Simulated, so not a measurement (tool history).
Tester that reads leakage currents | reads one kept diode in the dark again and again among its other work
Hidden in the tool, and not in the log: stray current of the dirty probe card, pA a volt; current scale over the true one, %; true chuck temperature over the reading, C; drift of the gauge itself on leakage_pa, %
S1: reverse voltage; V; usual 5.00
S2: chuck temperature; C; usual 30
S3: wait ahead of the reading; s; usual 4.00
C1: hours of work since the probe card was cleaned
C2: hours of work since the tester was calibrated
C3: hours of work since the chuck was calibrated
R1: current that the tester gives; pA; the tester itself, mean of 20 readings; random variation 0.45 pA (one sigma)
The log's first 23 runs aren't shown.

| run | day | S1 | S2 | S3 | C1 | C2 | C3 | R1 |
|---|---|---|---|---|---|---|---|---|
| 24 | 21.321 | 5.00 | 40 | 8.72 | 843 | 1039 | 472 | 354.96 |
| 25 | 22.583 | 5.00 | 40 | 8.72 | 865 | 1061 | 494 | 356.91 |
| 26 | 23.454 | 5.00 | 30 | 1.45 | 880 | 1076 | 509 | 168.11 |
| 27 | 24.583 | 5.00 | 30 | 1.45 | 900 | 1096 | 529 | 169.74 |
| 28 | 25.571 | 2.63 | 29 | 4.00 | 917 | 1113 | 546 | 122.85 |
| 29 | 26.679 | 19.07 | 21 | 2.06 | 936 | 1133 | 565 | 140.28 |
| 30 | 27.712 | 19.07 | 21 | 2.06 | 954 | 1151 | 583 | 141.34 |
| 31 | 28.733 | 1.34 | 21 | 1.23 | 972 | 1168 | 601 | 50.91 |
| 32 | 29.688 | 2.73 | 30 | 1.12 | 989 | 1185 | 618 | 136.83 |
| 33 | 30.533 | 2.73 | 30 | 1.12 | 1004 | 1200 | 632 | 137.38 |
| 34 | 31.662 | 3.29 | 33 | 8.54 | 1023 | 1219 | 652 | 186.80 |
| 35 | 32.375 | 1.13 | 21 | 0.31 | 1036 | 1232 | 664 | 48.84 |
| 36 | 33.262 | 1.13 | 49 | 6.72 | 1051 | 1247 | 680 | 404.75 |
| 37 | 34.283 | 1.01 | 30 | 0.97 | 1069 | 1265 | 698 | 95.86 |
| 38 | 35.671 | 5.00 | 22 | 3.59 | 1093 | 1289 | 722 | 92.74 |
| 39 | 36.588 | 10.65 | 24 | 2.21 | 1109 | 1305 | 738 | 148.11 |

4 ways to go on from here, each from the tool as it stands after run 39. What would each give?
| A | 37.688 | 4.67 | 47 | 4.00 | 1128 | 1324 | 757 | ? |
| B | 37.688 | 10.65 | 24 | 1.87 | 1128 | 1324 | 757 | ? |
| C | 37.688 | 6.18 | 30 | 5.19 | 1128 | 1324 | 757 | ? |
| D | 37.688 | 11.12 | 29 | 4.00 | 1128 | 1324 | 757 | ? |

| run | R1 |
|---|---|
| A | 607.18 |
| B | 148.31 |
| C | 191.93 |
| D | 223.40 |
Without the tool's hidden state the same runs would have given:
| run | R1 |
|---|---|
| A | 525.25 |
| B | 123.92 |
| C | 162.40 |
| D | 188.24 |

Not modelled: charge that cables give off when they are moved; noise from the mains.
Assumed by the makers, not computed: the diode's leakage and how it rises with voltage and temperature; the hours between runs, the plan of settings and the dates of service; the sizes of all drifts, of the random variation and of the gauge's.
